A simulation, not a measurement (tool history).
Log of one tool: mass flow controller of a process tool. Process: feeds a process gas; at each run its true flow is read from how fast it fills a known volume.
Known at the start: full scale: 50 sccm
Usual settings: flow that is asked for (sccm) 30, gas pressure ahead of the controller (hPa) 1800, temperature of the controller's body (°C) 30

run,day,flow that is asked for (sccm),gas pressure ahead of the controller (hPa),temperature of the controller's body (°C),true flow (%)
1,0.000,30,1800,30,99.60
2,3.546,30,1800,30,99.68
3,6.112,30,1800,30,99.54
4,8.658,30,1800,30,99.72
5,12.742,30,2310,30,99.64
6,14.862,30,2310,30,99.53
7,18.621,30,2310,30,99.55
8,20.800,30,1800,30,99.61
9,22.975,21,2200,30,99.28
# day 23.171: controller's zero set anew
10,25.071,30,1880,30,99.56
11,27.296,30,2590,20,100.37
12,29.746,25,1800,21,100.19
13,33.671,25,1800,21,100.31
14,35.879,5,1800,30,93.93
15,39.650,27,1800,30,99.20
16,41.704,16,1800,30,98.42

Forecast each of these 4 alternatives for the next run:
# day 45.721: controller's zero set anew, once more
A,45.792,5,2140,30,?
# day 45.721: controller's zero set anew, once more
B,45.792,24,1660,40,?
# day 45.721: controller's zero set anew, once more
C,45.792,21,1640,24,?
# day 45.721: controller's zero set anew, once more
D,45.792,20,1800,29,?

run,true flow (%)
A,99.90
B,99.27
C,101.06
D,100.47
Without the tool's hidden state the same runs would have given:
run,true flow (%)
A,99.01
B,98.19
C,99.98
D,99.39

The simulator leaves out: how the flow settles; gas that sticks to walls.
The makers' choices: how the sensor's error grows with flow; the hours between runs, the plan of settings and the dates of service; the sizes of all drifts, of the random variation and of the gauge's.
